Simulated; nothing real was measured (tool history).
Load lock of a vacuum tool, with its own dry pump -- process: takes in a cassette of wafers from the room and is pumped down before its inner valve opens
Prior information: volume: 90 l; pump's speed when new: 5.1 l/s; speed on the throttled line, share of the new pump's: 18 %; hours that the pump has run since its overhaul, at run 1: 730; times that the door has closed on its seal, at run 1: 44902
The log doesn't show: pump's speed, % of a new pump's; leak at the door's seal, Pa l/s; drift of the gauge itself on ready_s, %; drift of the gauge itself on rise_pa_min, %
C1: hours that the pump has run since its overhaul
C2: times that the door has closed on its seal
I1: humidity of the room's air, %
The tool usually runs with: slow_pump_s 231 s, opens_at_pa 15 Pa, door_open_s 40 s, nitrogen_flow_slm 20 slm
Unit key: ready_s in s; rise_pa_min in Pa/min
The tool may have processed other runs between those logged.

run 1 day=0 | slow_pump_s=231 opens_at_pa=15 door_open_s=40 nitrogen_flow_slm=20 | C1=730 C2=44902 | I1=44.6 | ready_s=349.1 rise_pa_min=0.655
-- day=12.321 door's seal changed, seat wiped
run 2 day=19.196 | slow_pump_s=354 opens_at_pa=15 door_open_s=40 nitrogen_flow_slm=20 | C1=1189 C2=755 | I1=45.3 | ready_s=450.8 rise_pa_min=0.02
run 3 day=36.667 | slow_pump_s=354 opens_at_pa=15 door_open_s=40 nitrogen_flow_slm=20 | C1=1609 C2=2673 | I1=45.5 | ready_s=451.3 rise_pa_min=0.034
run 4 day=52.292 | slow_pump_s=354 opens_at_pa=15 door_open_s=40 nitrogen_flow_slm=20 | C1=1984 C2=4389 | I1=41.3 | ready_s=449.4 rise_pa_min=0.03
run 5 day=67.396 | slow_pump_s=354 opens_at_pa=15 door_open_s=40 nitrogen_flow_slm=20 | C1=2346 C2=6047 | I1=44.1 | ready_s=451.2 rise_pa_min=0.045
run 6 day=81.854 | slow_pump_s=231 opens_at_pa=15 door_open_s=40 nitrogen_flow_slm=20 | C1=2693 C2=7635 | I1=41.9 | ready_s=347.5 rise_pa_min=0.054
run 7 day=100.325 | slow_pump_s=231 opens_at_pa=15 door_open_s=40 nitrogen_flow_slm=20 | C1=3136 C2=9663 | I1=43.8 | ready_s=352.1 rise_pa_min=0.071
run 8 day=119.488 | slow_pump_s=231 opens_at_pa=15 door_open_s=40 nitrogen_flow_slm=20 | C1=3596 C2=11767 | I1=45.7 | ready_s=354.9 rise_pa_min=0.093
run 9 day=135.183 | slow_pump_s=231 opens_at_pa=15 door_open_s=40 nitrogen_flow_slm=20 | C1=3973 C2=13490 | I1=44.8 | ready_s=357.7 rise_pa_min=0.109
run 10 day=154.362 | slow_pump_s=231 opens_at_pa=15 door_open_s=40 nitrogen_flow_slm=20 | C1=4433 C2=15596 | I1=42.5 | ready_s=356.7 rise_pa_min=0.122
run 11 day=176.688 | slow_pump_s=355 opens_at_pa=22 door_open_s=29 nitrogen_flow_slm=8 | C1=4969 C2=18047 | I1=42.3 | ready_s=448.6 rise_pa_min=0.146
run 12 day=188.067 | slow_pump_s=200 opens_at_pa=13 door_open_s=31 nitrogen_flow_slm=35 | C1=5242 C2=19297 | I1=42.6 | ready_s=336 rise_pa_min=0.157
run 13 day=205.575 | slow_pump_s=262 opens_at_pa=15 door_open_s=40 nitrogen_flow_slm=20 | C1=5662 C2=21219 | I1=45.4 | ready_s=384 rise_pa_min=0.183
run 14 day=215.9 | slow_pump_s=351 opens_at_pa=16 door_open_s=40 nitrogen_flow_slm=20 | C1=5910 C2=22353 | I1=45.5 | ready_s=454 rise_pa_min=0.203
run 15 day=238.908 | slow_pump_s=351 opens_at_pa=16 door_open_s=40 nitrogen_flow_slm=20 | C1=6462 C2=24879 | I1=45.5 | ready_s=457.6 rise_pa_min=0.237
run 16 day=255.129 | slow_pump_s=136 opens_at_pa=27 door_open_s=42 nitrogen_flow_slm=15 | C1=6852 C2=26660 | I1=44.8 | ready_s=274 rise_pa_min=0.268
run 17 day=278.125 | slow_pump_s=433 opens_at_pa=15 door_open_s=94 nitrogen_flow_slm=20 | C1=7404 C2=29185 | I1=45.1 | ready_s=518.9 rise_pa_min=0.321
run 18 day=292.721 | slow_pump_s=368 opens_at_pa=15 door_open_s=40 nitrogen_flow_slm=18 | C1=7754 C2=30788 | I1=45.6 | ready_s=478.7 rise_pa_min=0.335
run 19 day=312.271 | slow_pump_s=207 opens_at_pa=23 door_open_s=73 nitrogen_flow_slm=6 | C1=8223 C2=32934 | I1=46.8 | ready_s=339 rise_pa_min=0.383

Results per run with the tool's hidden condition removed, run-to-run variation unchanged:
run=1 ready_s=346.8 rise_pa_min=0.016
run=2 ready_s=448.1 rise_pa_min=0.016
run=3 ready_s=447.8 rise_pa_min=0.021
run=4 ready_s=445.2 rise_pa_min=0.007
run=5 ready_s=446.4 rise_pa_min=0.013
run=6 ready_s=340.8 rise_pa_min=0.01
run=7 ready_s=344.3 rise_pa_min=0.01
run=8 ready_s=346.1 rise_pa_min=0.017
run=9 ready_s=347.9 rise_pa_min=0.017
run=10 ready_s=345.8 rise_pa_min=0.011
run=11 ready_s=439.6 rise_pa_min=0.014
run=12 ready_s=322.2 rise_pa_min=0.009
run=13 ready_s=370.7 rise_pa_min=0.011
run=14 ready_s=442 rise_pa_min=0.018
run=15 ready_s=444.3 rise_pa_min=0.015
run=16 ready_s=256 rise_pa_min=0.016
run=17 ready_s=506.1 rise_pa_min=0.027
run=18 ready_s=463.3 rise_pa_min=0.014
run=19 ready_s=318.4 rise_pa_min=0.024
